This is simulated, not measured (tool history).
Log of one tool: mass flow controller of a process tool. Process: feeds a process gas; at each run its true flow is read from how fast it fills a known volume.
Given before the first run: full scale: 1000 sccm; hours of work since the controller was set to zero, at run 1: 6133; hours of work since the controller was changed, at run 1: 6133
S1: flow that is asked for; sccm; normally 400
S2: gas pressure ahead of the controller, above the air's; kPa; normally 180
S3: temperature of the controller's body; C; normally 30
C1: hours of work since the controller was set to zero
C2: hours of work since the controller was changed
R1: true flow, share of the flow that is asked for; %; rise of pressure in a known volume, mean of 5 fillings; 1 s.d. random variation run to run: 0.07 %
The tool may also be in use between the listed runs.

{"run": 1, "hour": 0.0, "S1": 400, "S2": 180, "S3": 30, "C1": 6133, "C2": 6133, "R1": 97.53}
{"run": 2, "hour": 56.3, "S1": 400, "S2": 180, "S3": 30, "C1": 6174, "C2": 6174, "R1": 97.59}
{"run": 3, "hour": 122.9, "S1": 400, "S2": 180, "S3": 24, "C1": 6224, "C2": 6224, "R1": 97.31}
{"run": 4, "hour": 209.1, "S1": 400, "S2": 180, "S3": 24, "C1": 6288, "C2": 6288, "R1": 97.38}
{"run": 5, "hour": 258.3, "S1": 400, "S2": 180, "S3": 28, "C1": 6324, "C2": 6324, "R1": 97.38}
{"run": 6, "hour": 332.8, "S1": 400, "S2": 180, "S3": 28, "C1": 6379, "C2": 6379, "R1": 97.49}
{"run": 7, "hour": 401.8, "S1": 400, "S2": 180, "S3": 26, "C1": 6430, "C2": 6430, "R1": 97.34}
{"run": 8, "hour": 483.2, "S1": 400, "S2": 180, "S3": 26, "C1": 6491, "C2": 6491, "R1": 97.35}
{"run": 9, "hour": 567.7, "S1": 400, "S2": 180, "S3": 26, "C1": 6553, "C2": 6553, "R1": 97.35}
{"run": 10, "hour": 634.5, "S1": 400, "S2": 180, "S3": 26, "C1": 6603, "C2": 6603, "R1": 97.37}
{"run": 11, "hour": 687.6, "S1": 400, "S2": 180, "S3": 26, "C1": 6642, "C2": 6642, "R1": 97.29}
{"run": 12, "hour": 778.9, "S1": 400, "S2": 180, "S3": 26, "C1": 6710, "C2": 6710, "R1": 97.34}
{"run": 13, "hour": 885.0, "S1": 400, "S2": 180, "S3": 26, "C1": 6788, "C2": 6788, "R1": 97.39}
{"run": 14, "hour": 973.1, "S1": 400, "S2": 180, "S3": 30, "C1": 6854, "C2": 6854, "R1": 97.46}
{"run": 15, "hour": 1087.5, "S1": 400, "S2": 180, "S3": 30, "C1": 6938, "C2": 6938, "R1": 97.37}
{"run": 16, "hour": 1170.4, "S1": 400, "S2": 180, "S3": 30, "C1": 7000, "C2": 7000, "R1": 97.37}
{"run": 17, "hour": 1260.9, "S1": 400, "S2": 180, "S3": 30, "C1": 7067, "C2": 7067, "R1": 97.4}
{"run": 18, "hour": 1335.6, "S1": 169, "S2": 180, "S3": 30, "C1": 7122, "C2": 7122, "R1": 98.22}
{"run": 19, "hour": 1393.9, "S1": 169, "S2": 180, "S3": 30, "C1": 7165, "C2": 7165, "R1": 98.27}
{"run": 20, "hour": 1490.1, "S1": 169, "S2": 180, "S3": 30, "C1": 7237, "C2": 7237, "R1": 98.29}
{"run": 21, "hour": 1586.3, "S1": 726, "S2": 180, "S3": 30, "C1": 7308, "C2": 7308, "R1": 97.59}
{"run": 22, "hour": 1659.7, "S1": 400, "S2": 222, "S3": 30, "C1": 7362, "C2": 7362, "R1": 97.26}
{"run": 23, "hour": 1715.4, "S1": 400, "S2": 150, "S3": 30, "C1": 7403, "C2": 7403, "R1": 97.36}
{"run": 24, "hour": 1800.6, "S1": 400, "S2": 150, "S3": 30, "C1": 7467, "C2": 7467, "R1": 97.43}
{"run": 25, "hour": 1911.4, "S1": 400, "S2": 150, "S3": 30, "C1": 7549, "C2": 7549, "R1": 97.41}
{"run": 26, "hour": 2021.3, "S1": 400, "S2": 171, "S3": 25, "C1": 7630, "C2": 7630, "R1": 97.03}
{"run": 27, "hour": 2121.2, "S1": 400, "S2": 171, "S3": 25, "C1": 7704, "C2": 7704, "R1": 97.09}

Run 28 has not been measured yet. What should we expect?
{"run": 28, "hour": 2175.8, "S1": 400, "S2": 171, "S3": 25, "C1": 7744, "C2": 7744, "R1": "?"}

Run 28 gave R1 97.17 %.
Were there no unlogged condition in the tool, this run, its random variation unchanged, would have produced R1 98.93 %.
